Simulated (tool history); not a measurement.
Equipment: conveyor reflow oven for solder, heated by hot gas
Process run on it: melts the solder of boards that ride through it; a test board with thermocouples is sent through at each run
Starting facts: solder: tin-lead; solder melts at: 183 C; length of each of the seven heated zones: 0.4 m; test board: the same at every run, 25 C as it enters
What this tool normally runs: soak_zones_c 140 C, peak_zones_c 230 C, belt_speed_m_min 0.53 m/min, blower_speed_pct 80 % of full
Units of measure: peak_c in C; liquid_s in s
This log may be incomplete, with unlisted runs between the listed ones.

run 1 hour=0 | soak_zones_c=140 peak_zones_c=230 belt_speed_m_min=0.53 blower_speed_pct=80 | peak_c=217.7 liquid_s=70.5
run 2 hour=22 | soak_zones_c=140 peak_zones_c=220 belt_speed_m_min=0.53 blower_speed_pct=80 | peak_c=208.5 liquid_s=62.3
run 3 hour=53.7 | soak_zones_c=140 peak_zones_c=220 belt_speed_m_min=0.53 blower_speed_pct=80 | peak_c=208 liquid_s=61.9
run 4 hour=66.5 | soak_zones_c=140 peak_zones_c=230 belt_speed_m_min=0.53 blower_speed_pct=80 | peak_c=216.1 liquid_s=70.3
run 5 hour=83.3 | soak_zones_c=140 peak_zones_c=230 belt_speed_m_min=0.53 blower_speed_pct=80 | peak_c=216.6 liquid_s=70.2
run 6 hour=107.1 | soak_zones_c=140 peak_zones_c=230 belt_speed_m_min=0.53 blower_speed_pct=80 | peak_c=217.1 liquid_s=70.3
run 7 hour=129.4 | soak_zones_c=140 peak_zones_c=230 belt_speed_m_min=0.53 blower_speed_pct=80 | peak_c=216.2 liquid_s=70.6
run 8 hour=152.2 | soak_zones_c=140 peak_zones_c=230 belt_speed_m_min=0.53 blower_speed_pct=80 | peak_c=216.3 liquid_s=69.8
run 9 hour=165.8 | soak_zones_c=140 peak_zones_c=230 belt_speed_m_min=0.53 blower_speed_pct=80 | peak_c=215.7 liquid_s=69.8
run 10 hour=181.2 | soak_zones_c=140 peak_zones_c=230 belt_speed_m_min=0.53 blower_speed_pct=80 | peak_c=216.7 liquid_s=69.3
run 11 hour=194.9 | soak_zones_c=140 peak_zones_c=230 belt_speed_m_min=0.53 blower_speed_pct=80 | peak_c=216.8 liquid_s=69.4
run 12 hour=213.6 | soak_zones_c=140 peak_zones_c=230 belt_speed_m_min=0.53 blower_speed_pct=80 | peak_c=215.5 liquid_s=69.3
run 13 hour=228.2 | soak_zones_c=140 peak_zones_c=230 belt_speed_m_min=0.53 blower_speed_pct=82 | peak_c=215.9 liquid_s=69.7
run 14 hour=245.8 | soak_zones_c=140 peak_zones_c=230 belt_speed_m_min=0.53 blower_speed_pct=75 | peak_c=214.7 liquid_s=68.1
run 15 hour=262.6 | soak_zones_c=140 peak_zones_c=230 belt_speed_m_min=0.53 blower_speed_pct=75 | peak_c=215.3 liquid_s=68.7
run 16 hour=276.8 | soak_zones_c=140 peak_zones_c=230 belt_speed_m_min=0.53 blower_speed_pct=75 | peak_c=215.1 liquid_s=67.3
-- hour=284.3 flux residue cleaned out of gas plates and filters
run 17 hour=310.9 | soak_zones_c=133 peak_zones_c=223 belt_speed_m_min=0.536 blower_speed_pct=51 | peak_c=201.6 liquid_s=45.8
run 18 hour=333.8 | soak_zones_c=133 peak_zones_c=223 belt_speed_m_min=0.536 blower_speed_pct=51 | peak_c=201.4 liquid_s=46.2
run 19 hour=359.7 | soak_zones_c=143 peak_zones_c=230 belt_speed_m_min=0.529 blower_speed_pct=80 | peak_c=218.1 liquid_s=73.5
run 20 hour=382.5 | soak_zones_c=150 peak_zones_c=231 belt_speed_m_min=0.55 blower_speed_pct=51 | peak_c=211.1 liquid_s=64.7
run 21 hour=412.2 | soak_zones_c=150 peak_zones_c=238 belt_speed_m_min=0.437 blower_speed_pct=51 | peak_c=223.5 liquid_s=97.4
run 22 hour=442 | soak_zones_c=140 peak_zones_c=227 belt_speed_m_min=0.53 blower_speed_pct=80 | peak_c=213.8 liquid_s=68.6
run 23 hour=461.3 | soak_zones_c=140 peak_zones_c=230 belt_speed_m_min=0.53 blower_speed_pct=60 | peak_c=212.1 liquid_s=64.2
run 24 hour=484 | soak_zones_c=140 peak_zones_c=221 belt_speed_m_min=0.461 blower_speed_pct=57 | peak_c=207.2 liquid_s=69.3
run 25 hour=511.1 | soak_zones_c=131 peak_zones_c=221 belt_speed_m_min=0.461 blower_speed_pct=57 | peak_c=205.7 liquid_s=63.4
run 26 hour=533.1 | soak_zones_c=148 peak_zones_c=221 belt_speed_m_min=0.448 blower_speed_pct=76 | peak_c=212.7 liquid_s=85.8
run 27 hour=561 | soak_zones_c=141 peak_zones_c=244 belt_speed_m_min=0.551 blower_speed_pct=60 | peak_c=222.2 liquid_s=72.3

5 ways to go on from here, each from the tool as it stands after run 27. What would each give?
run A hour=579.2 | soak_zones_c=128 peak_zones_c=227 belt_speed_m_min=0.53 blower_speed_pct=56 | peak_c=? liquid_s=?
run B hour=579.2 | soak_zones_c=141 peak_zones_c=236 belt_speed_m_min=0.551 blower_speed_pct=60 | peak_c=? liquid_s=?
run C hour=579.2 | soak_zones_c=155 peak_zones_c=244 belt_speed_m_min=0.551 blower_speed_pct=82 | peak_c=? liquid_s=?
run D hour=579.2 | soak_zones_c=140 peak_zones_c=230 belt_speed_m_min=0.497 blower_speed_pct=80 | peak_c=? liquid_s=?
run E hour=579.2 | soak_zones_c=140 peak_zones_c=230 belt_speed_m_min=0.524 blower_speed_pct=80 | peak_c=? liquid_s=?

run=A peak_c=205.1 liquid_s=50.3
run=B peak_c=215.5 liquid_s=65.7
run=C peak_c=229.9 liquid_s=84.4
run=D peak_c=218.2 liquid_s=78.1
run=E peak_c=217.6 liquid_s=71.7
With the hidden condition removed and each run's random variation left untouched, the same runs would have given:
run=A peak_c=206 liquid_s=50.2
run=B peak_c=216.5 liquid_s=64.9
run=C peak_c=231.2 liquid_s=82.7
run=D peak_c=219.4 liquid_s=77.1
run=E peak_c=218.9 liquid_s=71

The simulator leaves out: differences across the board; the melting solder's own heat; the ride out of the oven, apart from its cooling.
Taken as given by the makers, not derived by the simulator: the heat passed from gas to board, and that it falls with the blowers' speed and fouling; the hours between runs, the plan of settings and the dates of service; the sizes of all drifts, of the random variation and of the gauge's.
